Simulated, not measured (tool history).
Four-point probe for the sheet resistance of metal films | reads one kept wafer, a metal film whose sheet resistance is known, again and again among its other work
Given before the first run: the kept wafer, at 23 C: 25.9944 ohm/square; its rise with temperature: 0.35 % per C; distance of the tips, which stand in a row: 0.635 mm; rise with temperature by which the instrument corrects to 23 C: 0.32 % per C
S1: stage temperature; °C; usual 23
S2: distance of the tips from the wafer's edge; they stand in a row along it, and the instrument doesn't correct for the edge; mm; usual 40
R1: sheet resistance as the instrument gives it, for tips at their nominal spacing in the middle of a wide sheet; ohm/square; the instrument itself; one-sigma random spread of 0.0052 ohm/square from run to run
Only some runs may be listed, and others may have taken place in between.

run	hour	S1	S2	R1
1	0	23	40	26.371307
2	11.7	23	40	26.374329
3	21.6	19	40	26.345892
4	32.3	19	40	26.335563
5	43.4	33	40	26.461866
6	53	23	6	26.533632
7	71.4	23	6	26.534279
8	87.3	22	11	26.422694
# hour 89.6: stage's thermometer calibrated
9	96.7	29	4	26.778967
10	112	23	16	26.412348
11	123.7	19	6	26.518634
12	143.2	20	24	26.383089
13	156.1	20	24	26.371012
14	165.4	20	24	26.373319

Forecast each of these 4 alternatives for the next run:
# hour 168.1: stage's thermometer calibrated, once more
A	177.7	28	24	?
# hour 168.1: stage's thermometer calibrated, once more
B	177.7	18	18	?
# hour 168.1: stage's thermometer calibrated, once more
C	177.7	21	35	?
# hour 168.1: stage's thermometer calibrated, once more
D	177.7	23	8	?

run	R1
A	26.447945
B	26.382102
C	26.38787
D	26.485414
What these runs would have given with no unlogged condition in the tool:
run	R1
A	26.045973
B	25.981074
C	25.986759
D	26.082932
